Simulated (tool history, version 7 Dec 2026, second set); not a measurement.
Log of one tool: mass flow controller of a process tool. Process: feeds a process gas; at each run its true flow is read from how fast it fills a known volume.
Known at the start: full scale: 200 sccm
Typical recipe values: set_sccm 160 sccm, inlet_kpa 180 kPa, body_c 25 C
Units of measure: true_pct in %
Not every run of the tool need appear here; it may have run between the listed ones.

Run 1, hour 0.0: usual settings. Result: true_pct 99.77 %.
Run 2, hour 144.0: usual settings. Result: true_pct 99.69 %.
Run 3, hour 212.8: usual settings. Result: true_pct 99.75 %.
Run 4, hour 353.1: usual settings but set_sccm 28 sccm. Result: true_pct 95.21 %.
Run 5, hour 438.4: usual settings but set_sccm 28 sccm, inlet_kpa 227 kPa. Result: true_pct 95.53 %.
Run 6, hour 548.6: usual settings but set_sccm 28 sccm, inlet_kpa 227 kPa. Result: true_pct 95.55 %.
Run 7, hour 616.7: usual settings but set_sccm 35 sccm, inlet_kpa 227 kPa. Result: true_pct 96.44 %.
Run 8, hour 693.8: usual settings but set_sccm 35 sccm, inlet_kpa 227 kPa. Result: true_pct 96.37 %.
Run 9, hour 765.7: usual settings but set_sccm 35 sccm, inlet_kpa 227 kPa. Result: true_pct 96.17 %.
Run 10, hour 877.5: usual settings but inlet_kpa 196 kPa. Result: true_pct 99.94 %.
Run 11, hour 978.8: usual settings but body_c 32 C. Result: true_pct 100.34 %.
Run 12, hour 1076.1: usual settings but body_c 26 C. Result: true_pct 100.00 %.
Run 13, hour 1206.3: usual settings but body_c 26 C. Result: true_pct 99.98 %.
Run 14, hour 1312.6: usual settings but set_sccm 50 sccm, inlet_kpa 260 kPa. Result: true_pct 97.53 %.
Run 15, hour 1384.7: usual settings but inlet_kpa 170 kPa. Result: true_pct 99.81 %.
Run 16, hour 1450.2: usual settings but set_sccm 154 sccm, inlet_kpa 152 kPa, body_c 24 C. Result: true_pct 99.40 %.
Run 17, hour 1585.1: usual settings. Result: true_pct 99.89 %.
Run 18, hour 1705.2: usual settings. Result: true_pct 99.82 %.
Run 19, hour 1841.7: usual settings but set_sccm 126 sccm, inlet_kpa 220 kPa. Result: true_pct 99.64 %.
Run 20, hour 1936.3: usual settings but set_sccm 25 sccm, inlet_kpa 215 kPa. Result: true_pct 94.37 %.
Run 21, hour 2056.0: usual settings but set_sccm 66 sccm, inlet_kpa 227 kPa, body_c 27 C. Result: true_pct 98.05 %.
Run 22, hour 2145.4: usual settings but set_sccm 194 sccm, inlet_kpa 158 kPa, body_c 26 C. Result: true_pct 100.32 %.
Run 23, hour 2255.1: usual settings but set_sccm 86 sccm, inlet_kpa 154 kPa, body_c 26 C. Result: true_pct 98.07 %.
Run 24, hour 2326.8: usual settings but set_sccm 28 sccm, inlet_kpa 154 kPa, body_c 26 C. Result: true_pct 94.34 %.
Run 25, hour 2418.3: usual settings but set_sccm 192 sccm. Result: true_pct 100.47 %.
Run 26, hour 2501.6: usual settings but inlet_kpa 157 kPa, body_c 26 C. Result: true_pct 99.87 %.

Here are 3 independent what-if runs from the current tool condition. What would each one return?
Run A, hour 2626.9: usual settings but set_sccm 72 sccm, inlet_kpa 157 kPa, body_c 21 C. Result: true_pct ?.
Run B, hour 2626.9: usual settings but inlet_kpa 157 kPa, body_c 30 C. Result: true_pct ?.
Run C, hour 2626.9: usual settings but set_sccm 61 sccm, inlet_kpa 259 kPa, body_c 26 C. Result: true_pct ?.

run  true_pct
  A     97.20
  B    100.16
  C     98.11
Take away the tool's hidden state, keep each run's random variation, and the runs would have read:
run  true_pct
  A     97.59
  B     99.55
  C     98.83
